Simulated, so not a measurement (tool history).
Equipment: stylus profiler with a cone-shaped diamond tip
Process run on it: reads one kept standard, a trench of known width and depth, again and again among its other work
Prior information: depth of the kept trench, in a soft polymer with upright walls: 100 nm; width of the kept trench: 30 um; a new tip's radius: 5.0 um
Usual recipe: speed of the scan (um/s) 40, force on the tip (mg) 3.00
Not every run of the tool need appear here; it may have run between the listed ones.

| run | hour | speed of the scan (um/s) | force on the tip (mg) | depth of the trench (angstrom) | width of the trench's floor (um) |
|---|---|---|---|---|---|
| 1 | 0.0 | 40 | 3.00 | 1012.7 | 26.69 |
| 2 | 132.6 | 40 | 3.00 | 1012.2 | 26.60 |
| 3 | 189.2 | 40 | 2.59 | 1011.6 | 26.66 |
| 4 | 266.2 | 40 | 2.59 | 1011.7 | 26.57 |
| 5 | 378.0 | 40 | 2.59 | 1012.4 | 26.55 |
| 6 | 488.8 | 40 | 2.59 | 1012.7 | 26.49 |
| 7 | 618.4 | 40 | 2.59 | 1013.4 | 26.48 |
| 8 | 742.1 | 40 | 2.95 | 1013.5 | 26.43 |
| 9 | 807.0 | 40 | 2.95 | 1013.9 | 26.43 |
| 10 | 902.5 | 40 | 2.95 | 1014.3 | 26.40 |
| 11 | 1018.5 | 40 | 2.95 | 1014.6 | 26.36 |
| 12 | 1095.9 | 40 | 3.00 | 1014.1 | 26.37 |
|  | 1133.4 | height scale calibrated on a step standard |
| 13 | 1194.1 | 39 | 3.00 | 1009.4 | 26.27 |
| 14 | 1306.0 | 39 | 3.00 | 1010.1 | 26.26 |
| 15 | 1399.5 | 39 | 3.00 | 1010.1 | 26.31 |
| 16 | 1462.3 | 32 | 6.10 | 1015.9 | 26.23 |
|  | 1503.2 | new tip fitted, height scale calibrated |
| 17 | 1544.2 | 113 | 3.00 | 1009.8 | 27.68 |
| 18 | 1618.3 | 37 | 1.48 | 1006.2 | 27.81 |
| 19 | 1730.5 | 40 | 7.25 | 1018.4 | 27.83 |
| 20 | 1858.1 | 29 | 1.59 | 1008.1 | 27.71 |
| 21 | 1970.4 | 29 | 1.59 | 1006.8 | 27.65 |
| 22 | 2051.1 | 77 | 3.00 | 1010.9 | 27.48 |
| 23 | 2175.1 | 41 | 2.59 | 1009.9 | 27.58 |
| 24 | 2266.1 | 11 | 7.57 | 1019.0 | 27.65 |
| 25 | 2364.3 | 40 | 8.91 | 1021.8 | 27.54 |

Forecast each of these 4 alternatives for the next run:
| A | 2455.8 | 23 | 3.00 | ? | ? |
| B | 2455.8 | 40 | 1.07 | ? | ? |
| C | 2455.8 | 59 | 6.29 | ? | ? |
| D | 2455.8 | 40 | 7.10 | ? | ? |

| run | depth of the trench (angstrom) | width of the trench's floor (um) |
|---|---|---|
| A | 1012.1 | 27.55 |
| B | 1008.0 | 27.34 |
| C | 1016.8 | 27.45 |
| D | 1019.9 | 27.46 |
With no hidden state in the tool, these same runs would have given:
| run | depth of the trench (angstrom) | width of the trench's floor (um) |
|---|---|---|
| A | 1009.5 | 27.99 |
| B | 1005.4 | 27.78 |
| C | 1014.2 | 27.89 |
| D | 1017.4 | 27.91 |

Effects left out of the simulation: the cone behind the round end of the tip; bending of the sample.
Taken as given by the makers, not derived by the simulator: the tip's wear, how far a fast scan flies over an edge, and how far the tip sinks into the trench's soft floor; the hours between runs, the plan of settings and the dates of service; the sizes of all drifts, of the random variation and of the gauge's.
